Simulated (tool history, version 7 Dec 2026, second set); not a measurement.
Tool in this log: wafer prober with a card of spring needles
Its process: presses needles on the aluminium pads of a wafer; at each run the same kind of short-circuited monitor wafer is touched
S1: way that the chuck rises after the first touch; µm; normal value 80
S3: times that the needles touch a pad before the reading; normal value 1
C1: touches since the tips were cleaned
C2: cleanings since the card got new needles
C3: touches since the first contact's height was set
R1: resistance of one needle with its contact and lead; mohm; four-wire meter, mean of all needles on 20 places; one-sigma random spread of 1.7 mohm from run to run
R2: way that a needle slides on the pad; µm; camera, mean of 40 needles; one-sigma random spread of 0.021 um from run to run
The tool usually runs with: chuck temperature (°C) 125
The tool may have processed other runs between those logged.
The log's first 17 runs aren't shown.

Run 18, day 17.658: usual settings but chuck temperature (°C) 40; C1 5559; C2 29; C3 50477. Result: R1 185 mohm, R2 10.94 µm.
At day 17.771: tips cleaned on abrasive film.
Run 19, day 18.762: usual settings but S1 92 µm, chuck temperature (°C) 87; C1 3129; C2 30; C3 53945. Result: R1 185 mohm, R2 12.51 µm.
At day 19.596: tips cleaned on abrasive film.
Run 20, day 19.762: usual settings but S1 97 µm, chuck temperature (°C) 87, S3 2; C1 523; C2 31; C3 57088. Result: R1 165 mohm, R2 13.23 µm.
Run 21, day 21.021: usual settings but S1 93 µm, chuck temperature (°C) 43; C1 4496; C2 31; C3 61061. Result: R1 180 mohm, R2 12.70 µm.
At day 21.425: tips cleaned on abrasive film.
Run 22, day 21.833: usual settings but S1 93 µm, chuck temperature (°C) 105, S3 2; C1 1290; C2 32; C3 63610. Result: R1 169 mohm, R2 12.67 µm.
Run 23, day 22.962: usual settings but S1 97 µm, chuck temperature (°C) 38, S3 2; C1 4864; C2 32; C3 67184. Result: R1 172 mohm, R2 13.21 µm.
At day 23.238: tips cleaned on abrasive film.
Run 24, day 23.808: usual settings but S1 97 µm, chuck temperature (°C) 38, S3 2; C1 1792; C2 33; C3 69831. Result: R1 164 mohm, R2 13.19 µm.
Run 25, day 24.775: usual settings but S1 71 µm, chuck temperature (°C) 84, S3 3; C1 4855; C2 33; C3 72894. Result: R1 170 mohm, R2 9.65 µm.
At day 25.062: tips cleaned on abrasive film.
Run 26, day 26.233: usual settings but S1 95 µm, chuck temperature (°C) 70; C1 3701; C2 34; C3 77481. Result: R1 184 mohm, R2 12.93 µm.
At day 26.975: tips cleaned on abrasive film.
Run 27, day 27.425: usual settings but S1 100 µm, chuck temperature (°C) 70; C1 1425; C2 35; C3 81233. Result: R1 174 mohm, R2 13.60 µm.
At day 28.829: tips cleaned on abrasive film.
Run 28, day 28.892: usual settings but S1 82 µm, chuck temperature (°C) 106; C1 197; C2 36; C3 85854. Result: R1 169 mohm, R2 11.15 µm.
Run 29, day 30.404: usual settings but S1 82 µm, chuck temperature (°C) 106; C1 4970; C2 36; C3 90627. Result: R1 200 mohm, R2 11.14 µm.
At day 30.729: tips cleaned on abrasive film.
Run 30, day 31.538: usual settings but S1 82 µm, chuck temperature (°C) 44; C1 2550; C2 37; C3 94192. Result: R1 177 mohm, R2 11.12 µm.
At day 32.562: tips cleaned on abrasive film.
Run 31, day 32.562: usual settings but S1 82 µm, chuck temperature (°C) 44; C1 0; C2 38; C3 97408. Result: R1 155 mohm, R2 11.13 µm.
Run 32, day 33.821: usual settings but S1 93 µm, chuck temperature (°C) 97; C1 3978; C2 38; C3 101386. Result: R1 190 mohm, R2 12.64 µm.
At day 34.433: tips cleaned on abrasive film.
Run 33, day 34.942: usual settings but S1 93 µm, chuck temperature (°C) 97; C1 1603; C2 39; C3 104910. Result: R1 180 mohm, R2 12.63 µm.
Run 34, day 35.792: usual settings but S1 87 µm, chuck temperature (°C) 71; C1 4295; C2 39; C3 107602. Result: R1 186 mohm, R2 11.85 µm.
At day 36.338: tips cleaned on abrasive film.
Run 35, day 37.092: usual settings but S1 97 µm, chuck temperature (°C) 36; C1 2390; C2 40; C3 111694. Result: R1 171 mohm, R2 13.19 µm.

Here are 3 independent what-if runs from the current tool condition. What would each one return?
At day 38.183: tips cleaned on abrasive film.
Run A, day 38.183: usual settings but S1 61 µm; C1 0; C2 41; C3 115115. Result: R1 ?, R2 ?.
At day 38.183: tips cleaned on abrasive film.
Run B, day 38.183: usual settings but S1 70 µm, chuck temperature (°C) 62; C1 0; C2 41; C3 115115. Result: R1 ?, R2 ?.
At day 38.183: tips cleaned on abrasive film.
Run C, day 38.183: usual settings but S1 92 µm, chuck temperature (°C) 36, S3 2; C1 0; C2 41; C3 115115. Result: R1 ?, R2 ?.

run   R1     R2
  A  169   8.24
  B  159   9.51
  C  151  12.47
Take away the tool's hidden state, keep each run's random variation, and the runs would have read:
run   R1     R2
  A  167   8.38
  B  157   9.65
  C  150  12.61
